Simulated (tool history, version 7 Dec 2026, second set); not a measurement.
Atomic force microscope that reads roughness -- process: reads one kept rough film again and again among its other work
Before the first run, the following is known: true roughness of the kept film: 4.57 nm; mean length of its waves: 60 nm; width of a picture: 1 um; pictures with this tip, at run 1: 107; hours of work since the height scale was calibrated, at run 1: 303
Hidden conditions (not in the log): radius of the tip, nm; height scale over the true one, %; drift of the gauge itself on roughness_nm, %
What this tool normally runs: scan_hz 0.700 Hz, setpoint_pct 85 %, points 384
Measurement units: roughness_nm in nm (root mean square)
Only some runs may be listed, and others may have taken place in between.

run     day  scan_hz  setpoint_pct  points  pictures with this tip  hours of work since the height scale was calibrated  roughness_nm
  1   0.000    0.700            85     384                     107                                                  303         4.049
  2   0.367    0.700            56     384                     117                                                  309         4.300
  3   0.829    0.700            56     384                     129                                                  316         4.240
  4   1.554    0.700            56     384                     147                                                  328         4.222
  5   1.925    0.700            85     384                     157                                                  334         4.002
  6   2.525    0.700            85     384                     172                                                  343         3.965
      3.058  -- new tip fitted
  7   3.388    0.700            85     607                       9                                                  357         4.108
  8   3.833    0.700            85     384                      20                                                  364         4.104
  9   4.304    3.418            85     384                      32                                                  371         3.187
 10   4.700    0.700            85     384                      42                                                  377         4.089
 11   5.321    0.700            85     384                      58                                                  387         4.053
 12   5.862    0.700            85     384                      72                                                  396         4.043
 13   6.479    0.700            85     384                      87                                                  405         4.032
 14   7.208    0.700            85    1023                     106                                                  417         4.022
 15   7.817    0.700            85    1023                     122                                                  426         4.024
 16   8.212    0.700            85    1023                     132                                                  433         3.996
 17   8.975    1.428            85     384                     151                                                  445         3.695
 18   9.562    1.428            85     384                     166                                                  454         3.683
     10.271  -- new tip fitted
 19  10.271    0.689            85     384                       0                                                  465         4.118
 20  11.096    0.689            85     384                      21                                                  478         4.110
 21  11.704    0.700            71     384                      37                                                  488         4.218
 22  12.250    0.700            85     384                      50                                                  496         4.084
 23  12.767    0.700            85     384                      64                                                  504         4.067
 24  13.588    0.700            85     384                      85                                                  517         3.998
 25  14.058    2.205            85     384                      97                                                  525         3.507
 26  14.804    0.823            85     767                     116                                                  536         3.972
 27  15.608    0.823            85     767                     136                                                  549         3.945
 28  16.354    0.823            85     767                     155                                                  561         3.936
 29  16.921    2.937            56     897                     170                                                  570         4.007
 30  17.371    1.095            85     965                     181                                                  577         3.790
     17.533  -- new tip fitted
 31  17.850    0.553            85     425                       8                                                  584         4.152
 32  18.712    1.645            62     262                      30                                                  598         4.142
 33  19.162    1.645            62     262                      42                                                  605         4.176
 34  19.721    0.700            88     495                      56                                                  614         3.963
 35  20.550    1.184            69     495                      77                                                  627         4.084
 36  21.317    3.289            56     495                      97                                                  639         4.033
 37  21.671    3.289            56     495                     106                                                  645         4.025
 38  22.138    1.587            66     495                     118                                                  652         4.037
 39  22.908    1.175            72     346                     137                                                  664         3.986
 40  23.488    1.422            83     285                     152                                                  673         3.746
 41  24.229    0.999            86     644                     171                                                  685         3.829
     24.742  -- new tip fitted
 42  24.742    0.605            62     433                       0                                                  693         4.300
 43  25.471    1.385            87     433                      18                                                  704         3.742
 44  26.058    0.958            89     267                      33                                                  713         3.852
 45  26.729    0.958            89     267                      50                                                  724         3.863
 46  27.171    0.632            85     551                      62                                                  731         4.050
 47  27.629    0.895            66     453                      73                                                  738         4.181
 48  28.104    0.895            61     573                      86                                                  746         4.233
 49  28.571    0.895            61     573                      97                                                  753         4.198
 50  29.254    0.895            61     573                     115                                                  764         4.180

Describe how what the log doesn't record of the tool's condition differs between the last listed run preceding each entry between runs and the first listed run following it.
Between runs 6 and 7: new tip fitted (day 3.058)
  radius of the tip, nm: 12.9 -> 5.7; height scale over the true one, %: -0.31 -> -0.32
  measured value less the no-hidden-state value, roughness_nm: -0.166 -> -0.027 nm (root mean square)
Between runs 18 and 19: new tip fitted (day 10.271)
  radius of the tip, nm: 13.2 -> 5; height scale over the true one, %: -0.43 -> -0.44
  measured value less the no-hidden-state value, roughness_nm: -0.164 -> -0.018 nm (root mean square)
Between runs 30 and 31: new tip fitted (day 17.533)
  radius of the tip, nm: 13.5 -> 5.8; height scale over the true one, %: -0.57 -> -0.58
  measured value less the no-hidden-state value, roughness_nm: -0.180 -> -0.040 nm (root mean square)
Between runs 41 and 42: new tip fitted (day 24.742)
  radius of the tip, nm: 13.5 -> 5.6; height scale over the true one, %: -0.69 -> -0.7
  measured value less the no-hidden-state value, roughness_nm: -0.188 -> -0.044 nm (root mean square)
